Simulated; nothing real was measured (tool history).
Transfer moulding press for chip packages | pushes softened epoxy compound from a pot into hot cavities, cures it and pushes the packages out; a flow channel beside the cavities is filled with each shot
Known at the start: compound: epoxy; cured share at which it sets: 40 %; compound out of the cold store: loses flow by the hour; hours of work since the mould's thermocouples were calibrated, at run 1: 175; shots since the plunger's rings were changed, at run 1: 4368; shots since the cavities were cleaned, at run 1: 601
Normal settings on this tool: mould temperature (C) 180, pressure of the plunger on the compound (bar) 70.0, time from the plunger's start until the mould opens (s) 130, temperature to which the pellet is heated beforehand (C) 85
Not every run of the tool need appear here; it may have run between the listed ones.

run	hour	mould temperature (C)	pressure of the plunger on the compound (bar)	time from the plunger's start until the mould opens (s)	temperature to which the pellet is heated beforehand (C)	hours of work since the mould's thermocouples were calibrated	shots since the plunger's rings were changed	shots since the cavities were cleaned	incoming compound's hours out of the cold store	length that the compound runs in the flow channel (mm)	greatest force on the pins that push the packages out (N)
1	0.0	180	70.0	130	85	175	4368	601	28.5	782	505
# hour 23.3: cavities cleaned with cleaning compound and waxed
2	23.3	180	70.0	130	85	186	4527	0	34.0	767	720
# hour 35.6: plunger's sealing rings changed
3	37.8	180	70.0	130	85	192	15	87	36.0	826	712
4	53.6	180	70.0	130	85	201	132	204	31.2	824	668
5	75.4	180	70.0	130	94	212	291	363	26.8	839	608
6	97.9	180	70.0	130	85	223	455	527	39.1	793	619
7	116.9	180	70.0	130	85	233	594	666	38.7	796	605
# hour 129.3: cavities cleaned with cleaning compound and waxed, once more
8	137.9	180	67.9	130	94	243	737	63	44.9	753	282
9	158.8	180	67.9	130	94	253	890	216	35.2	786	399
10	175.4	178	74.7	138	94	262	1011	337	8.4	941	461
11	192.1	178	74.7	138	94	270	1133	459	19.3	894	476

Each row is a separate what-if for the run after 11, all from the same tool condition, not one after another. Results?
A	215.6	178	74.7	138	82	282	1305	631	16.8	?	?
B	215.6	187	74.7	138	94	282	1305	631	25.5	?	?
C	215.6	180	70.0	113	85	282	1305	631	11.0	?	?

run	length that the compound runs in the flow channel (mm)	greatest force on the pins that push the packages out (N)
A	911	531
B	826	470
C	884	666
The same runs, with their run-to-run variation unchanged, on a tool lacking any hidden condition would have given:
run	length that the compound runs in the flow channel (mm)	greatest force on the pins that push the packages out (N)
A	928	250
B	841	232
C	900	310
